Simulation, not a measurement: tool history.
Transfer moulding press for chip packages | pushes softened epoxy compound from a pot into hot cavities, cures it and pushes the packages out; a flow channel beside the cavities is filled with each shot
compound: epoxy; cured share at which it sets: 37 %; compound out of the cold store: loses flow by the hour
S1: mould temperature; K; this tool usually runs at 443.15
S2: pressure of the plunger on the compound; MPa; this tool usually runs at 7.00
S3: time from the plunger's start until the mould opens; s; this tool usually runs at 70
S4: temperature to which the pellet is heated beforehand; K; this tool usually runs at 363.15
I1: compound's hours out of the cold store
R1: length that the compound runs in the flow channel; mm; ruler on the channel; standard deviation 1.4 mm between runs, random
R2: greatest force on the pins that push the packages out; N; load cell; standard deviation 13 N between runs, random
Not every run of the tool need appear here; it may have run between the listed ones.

| run | hour | S1 | S2 | S3 | S4 | I1 | R1 | R2 |
|---|---|---|---|---|---|---|---|---|
| 1 | 0.0 | 443.15 | 7.00 | 70 | 363.15 | 29.6 | 543 | 793 |
| 2 | 19.9 | 443.15 | 7.00 | 70 | 363.15 | 29.3 | 541 | 857 |
|  | 33.6 | cavities cleaned with cleaning compound and waxed |
| 3 | 59.8 | 443.15 | 7.00 | 70 | 363.15 | 35.6 | 525 | 791 |
|  | 81.6 | cavities cleaned with cleaning compound and waxed |
|  | 97.8 | plunger's sealing rings changed |
| 4 | 100.8 | 443.15 | 7.00 | 70 | 363.15 | 20.1 | 568 | 782 |
|  | 133.0 | cavities cleaned with cleaning compound and waxed |
| 5 | 133.0 | 443.15 | 7.00 | 70 | 363.15 | 31.5 | 545 | 605 |
| 6 | 158.2 | 443.15 | 7.00 | 70 | 363.15 | 8.8 | 586 | 879 |
|  | 182.0 | cavities cleaned with cleaning compound and waxed |
| 7 | 188.4 | 443.15 | 7.00 | 70 | 363.15 | 14.6 | 571 | 734 |
|  | 229.9 | cavities cleaned with cleaning compound and waxed |
| 8 | 229.9 | 443.15 | 7.00 | 96 | 363.15 | 16.7 | 562 | 439 |
|  | 260.0 | plunger's sealing rings changed |
| 9 | 263.6 | 443.15 | 6.09 | 70 | 363.15 | 15.8 | 538 | 873 |
|  | 281.8 | cavities cleaned with cleaning compound and waxed |
| 10 | 284.4 | 443.15 | 6.09 | 70 | 363.15 | 20.5 | 527 | 672 |
| 11 | 306.9 | 443.15 | 6.09 | 70 | 363.15 | 19.7 | 525 | 820 |
|  | 329.8 | cavities cleaned with cleaning compound and waxed |
| 12 | 341.3 | 443.15 | 6.09 | 70 | 363.15 | 45.1 | 477 | 695 |
| 13 | 358.6 | 443.15 | 5.54 | 70 | 355.15 | 9.4 | 516 | 871 |
|  | 364.3 | mould's thermocouples calibrated |
|  | 382.4 | cavities cleaned with cleaning compound and waxed |
| 14 | 387.9 | 443.15 | 5.54 | 70 | 368.15 | 21.2 | 490 | 673 |
| 15 | 407.5 | 443.15 | 6.70 | 70 | 369.15 | 18.9 | 539 | 817 |
|  | 423.1 | plunger's sealing rings changed |
|  | 432.8 | cavities cleaned with cleaning compound and waxed |
| 16 | 450.8 | 447.15 | 8.42 | 55 | 365.15 | 23.4 | 603 | 1038 |
|  | 482.5 | cavities cleaned with cleaning compound and waxed |
| 17 | 492.6 | 443.15 | 5.32 | 70 | 363.15 | 37.7 | 458 | 701 |
| 18 | 510.0 | 443.15 | 5.32 | 70 | 363.15 | 22.0 | 483 | 797 |
|  | 530.7 | cavities cleaned with cleaning compound and waxed |
| 19 | 550.8 | 445.15 | 5.62 | 70 | 362.15 | 24.2 | 483 | 681 |
| 20 | 572.3 | 443.15 | 5.20 | 70 | 363.15 | 46.5 | 432 | 808 |
|  | 580.3 | cavities cleaned with cleaning compound and waxed |
|  | 584.6 | plunger's sealing rings changed |
|  | 591.3 | mould's thermocouples calibrated, once more |
| 21 | 598.2 | 443.15 | 5.20 | 70 | 363.15 | 8.4 | 513 | 813 |
| 22 | 621.3 | 443.15 | 5.20 | 70 | 363.15 | 31.9 | 466 | 858 |
|  | 634.8 | cavities cleaned with cleaning compound and waxed |
| 23 | 641.1 | 443.15 | 5.20 | 70 | 363.15 | 15.5 | 493 | 744 |

The logged runs with the hidden state left out (each run's random variation unchanged):
Hidden state at play: true mould temperature over the reading, C; pressure that reaches the compound, % of what is set; grip of the stained cavities, % over clean ones'; drift of the gauge itself on flow_mm, %; drift of the gauge itself on push_out_n, %.
| run | R1 | R2 |
|---|---|---|
| 1 | 552 | 640 |
| 2 | 552 | 628 |
| 3 | 540 | 616 |
| 4 | 570 | 658 |
| 5 | 550 | 624 |
| 6 | 595 | 695 |
| 7 | 582 | 678 |
| 8 | 578 | 440 |
| 9 | 540 | 667 |
| 10 | 531 | 646 |
| 11 | 532 | 647 |
| 12 | 486 | 599 |
| 13 | 528 | 676 |
| 14 | 504 | 626 |
| 15 | 556 | 647 |
| 16 | 607 | 884 |
| 17 | 465 | 623 |
| 18 | 493 | 626 |
| 19 | 497 | 560 |
| 20 | 447 | 605 |
| 21 | 516 | 676 |
| 22 | 471 | 624 |
| 23 | 500 | 652 |
